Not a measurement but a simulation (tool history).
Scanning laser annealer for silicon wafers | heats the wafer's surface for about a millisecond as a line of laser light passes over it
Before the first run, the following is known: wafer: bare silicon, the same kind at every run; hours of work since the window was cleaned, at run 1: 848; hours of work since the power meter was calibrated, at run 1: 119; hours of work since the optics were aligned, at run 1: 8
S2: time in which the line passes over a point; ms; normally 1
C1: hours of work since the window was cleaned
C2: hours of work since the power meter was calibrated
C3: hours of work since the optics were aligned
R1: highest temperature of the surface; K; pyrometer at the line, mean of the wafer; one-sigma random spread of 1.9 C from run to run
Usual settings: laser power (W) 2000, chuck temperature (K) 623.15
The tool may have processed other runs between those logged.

run 1 hour=0.0 | laser_power_(W)=2000 S2=1 chuck_temperature_(K)=623.15 | C1=848 C2=119 C3=8 | R1=1380.15
run 2 hour=44.2 | laser_power_(W)=2000 S2=1 chuck_temperature_(K)=623.15 | C1=874 C2=145 C3=34 | R1=1376.15
-- hour=78.3 window over the wafer cleaned
run 3 hour=86.2 | laser_power_(W)=2000 S2=1 chuck_temperature_(K)=623.15 | C1=5 C2=168 C3=58 | R1=1431.15
run 4 hour=144.7 | laser_power_(W)=2000 S2=1 chuck_temperature_(K)=623.15 | C1=39 C2=203 C3=92 | R1=1425.15
run 5 hour=202.4 | laser_power_(W)=1964 S2=1 chuck_temperature_(K)=623.15 | C1=73 C2=236 C3=126 | R1=1405.15
run 6 hour=248.6 | laser_power_(W)=1964 S2=1 chuck_temperature_(K)=623.15 | C1=100 C2=264 C3=153 | R1=1404.15
run 7 hour=312.2 | laser_power_(W)=1964 S2=1 chuck_temperature_(K)=623.15 | C1=137 C2=301 C3=190 | R1=1401.15
run 8 hour=373.0 | laser_power_(W)=1964 S2=1 chuck_temperature_(K)=623.15 | C1=173 C2=337 C3=226 | R1=1399.15
run 9 hour=399.7 | laser_power_(W)=1858 S2=1 chuck_temperature_(K)=623.15 | C1=188 C2=352 C3=242 | R1=1343.15
run 10 hour=435.1 | laser_power_(W)=2000 S2=1 chuck_temperature_(K)=644.15 | C1=209 C2=373 C3=262 | R1=1436.15
run 11 hour=482.5 | laser_power_(W)=2000 S2=1 chuck_temperature_(K)=644.15 | C1=237 C2=401 C3=290 | R1=1435.15

What will run 12 give?
run 12 hour=514.7 | laser_power_(W)=2000 S2=1 chuck_temperature_(K)=644.15 | C1=256 C2=420 C3=309 | R1=?

R1: 1429.15 K
Take away the tool's hidden state, keep the run-to-run variation as it was, and the same run would have given R1 1447.15 K.
